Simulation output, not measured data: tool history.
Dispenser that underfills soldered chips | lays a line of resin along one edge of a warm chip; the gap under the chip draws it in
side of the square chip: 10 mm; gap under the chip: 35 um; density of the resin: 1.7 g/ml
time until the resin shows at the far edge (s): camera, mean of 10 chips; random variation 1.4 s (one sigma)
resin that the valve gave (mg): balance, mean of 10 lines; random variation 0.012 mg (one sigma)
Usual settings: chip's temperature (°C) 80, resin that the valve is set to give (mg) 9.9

run     day  chip's temperature (°C)  resin that the valve is set to give (mg)  time until the resin shows at the far edge (s)  resin that the valve gave (mg)
  1       0                       80                                       9.9                                           253.4                            9.72
      0.242  -- new syringe of resin
       0.45  -- dispensing valve cleaned and set on the balance
  2   0.671                       80                                       9.9                                           288.7                            9.85
      0.821  -- new syringe of resin
  3   1.321                       80                                       9.9                                           354.5                             9.8
      1.392  -- new syringe of resin
  4   1.888                       80                                       9.9                                           351.1                            9.76
      1.954  -- new syringe of resin
  5     2.4                       72                                       9.9                                           494.3                            9.72
      2.492  -- new syringe of resin
      2.992  -- dispensing valve cleaned and set on the balance
      3.054  -- new syringe of resin
  6   3.183                       80                                       9.9                                           196.4                            9.89
      3.604  -- new syringe of resin
  7   3.783                       80                                      8.81                                           215.7                            8.74
      4.162  -- new syringe of resin
  8     4.2                       80                                      8.81                                           170.2                            8.71
  9   4.529                       80                                      8.81                                           292.8                            8.66
      4.729  -- new syringe of resin
 10   5.071                       80                                      8.81                                           284.9                            8.63
      5.271  -- new syringe of resin
 11   5.446                       80                                       9.9                                           218.2                            9.67
      5.562  -- dispensing valve cleaned and set on the balance
      5.838  -- new syringe of resin
 12   6.008                       80                                       9.9                                           217.2                            9.89
      6.362  -- new syringe of resin
 13   6.425                       80                                       9.9                                             173                            9.84
 14   6.738                       80                                       9.9                                           289.8                            9.83
      6.883  -- new syringe of resin
 15   7.246                       80                                     11.29                                             297                           11.12
      7.417  -- new syringe of resin
 16   7.629                       89                                       9.9                                           145.6                            9.74
      7.983  -- new syringe of resin
      8.112  -- dispensing valve cleaned and set on the balance
 17   8.225                       80                                     12.84                                           226.1                           12.79
      8.567  -- new syringe of resin
 18   8.646                       71                                     10.57                                           302.6                            10.5
        9.1  -- new syringe of resin
 19   9.142                       87                                      8.44                                             127                            8.35
      9.642  -- new syringe of resin
 20   9.833                       68                                     11.16                                           427.5                           10.97
     10.167  -- new syringe of resin
 21  10.388                       68                                     11.16                                           437.2                           10.92
     10.662  -- dispensing valve cleaned and set on the balance
     10.738  -- new syringe of resin
 22  11.067                       91                                      9.06                                           164.7                            9.03
     11.283  -- new syringe of resin
 23  11.371                       93                                       9.9                                            98.3                            9.84
     11.592  -- stage's temperature calibrated
 24  11.746                       88                                      9.66                                           180.9                            9.59
       11.9  -- new syringe of resin
     12.425  -- new syringe of resin
 25  12.454                       81                                     11.23                                           132.8                           11.07
 26  12.783                       81                                     11.23                                           231.4                           11.07
     12.942  -- new syringe of resin
     13.275  -- dispensing valve cleaned and set on the balance
 27  13.317                       95                                     11.23                                           109.9                           11.24
     13.517  -- new syringe of resin
 28  13.783                       78                                     11.91                                           230.9                           11.85
     14.071  -- new syringe of resin
 29  14.342                       92                                     12.74                                           114.5                           12.63
     14.625  -- new syringe of resin
 30  14.904                       70                                     11.52                                           375.9                           11.37
     15.146  -- new syringe of resin
 31  15.404                       76                                     12.89                                           251.4                           12.66
     15.679  -- new syringe of resin
     15.846  -- dispensing valve cleaned and set on the balance
 32  16.021                       85                                     10.36                                           168.1                           10.36
     16.246  -- new syringe of resin
 33  16.521                       85                                     10.36                                           167.2                           10.31

5 ways to go on from here, each from the tool as it stands after run 33. What would each give?
     16.775  -- new syringe of resin
  A  16.9                       89                                      9.83                                               ?                               ?
     16.775  -- new syringe of resin
  B  16.9                       81                                     10.36                                               ?                               ?
     16.775  -- new syringe of resin
  C  16.9                       85                                      11.5                                               ?                               ?
     16.775  -- new syringe of resin
  D  16.9                       90                                      8.75                                               ?                               ?
     16.775  -- new syringe of resin
  E  16.9                       72                                     12.84                                               ?                               ?

run  time until the resin shows at the far edge (s)  resin that the valve gave (mg)
  A                                             104                            9.77
  B                                           155.5                            10.3
  C                                           128.1                           11.42
  D                                           101.8                            8.68
  E                                           247.7                           12.75
Without the tool's hidden state the same runs would have given:
run  time until the resin shows at the far edge (s)  resin that the valve gave (mg)
  A                                            84.7                            9.84
  B                                           126.2                           10.37
  C                                           104.1                           11.51
  D                                            82.7                            8.74
  E                                           200.9                           12.85
